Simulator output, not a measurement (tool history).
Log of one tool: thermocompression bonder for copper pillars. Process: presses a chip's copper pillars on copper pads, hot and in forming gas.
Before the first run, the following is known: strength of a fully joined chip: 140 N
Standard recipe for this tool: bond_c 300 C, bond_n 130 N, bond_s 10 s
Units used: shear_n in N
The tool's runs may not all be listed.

run     day  bond_c  bond_n  bond_s  shear_n
  1       0     300     130      10     73.7
  2   0.929     300     130      10     73.3
  3   1.662     300     130      10     73.8
  4   3.088     300     130      10     73.4
  5   4.542     300     130      10     74.6
  6   5.538     273     130      10     51.3
  7   6.904     300     130      10     73.8
  8   7.721     300     130      10       74
  9   9.238     283     102      10     46.8
      9.371  -- force cell calibrated
 10  10.796     275      89      25     50.9
 11  11.704     300     191      19    110.6
 12  12.738     300      80      16     55.7
 13  13.412     297     164       6     71.8
 14  14.242     297     164      24    106.2
 15  14.992     297     164      24    106.3

Branching from run 15: 4 alternative next runs. What would each branch give?
  A  15.717     274     120      24        ?
  B  15.717     310     109      10        ?
  C  15.717     299      98       6        ?
  D  15.717     294     117       9        ?

run  shear_n
  A     65.5
  B     69.5
  C     45.2
  D       59
Had the tool no hidden state, the same runs would have come out as:
run  shear_n
  A       69
  B     73.6
  C     48.1
  D     62.5
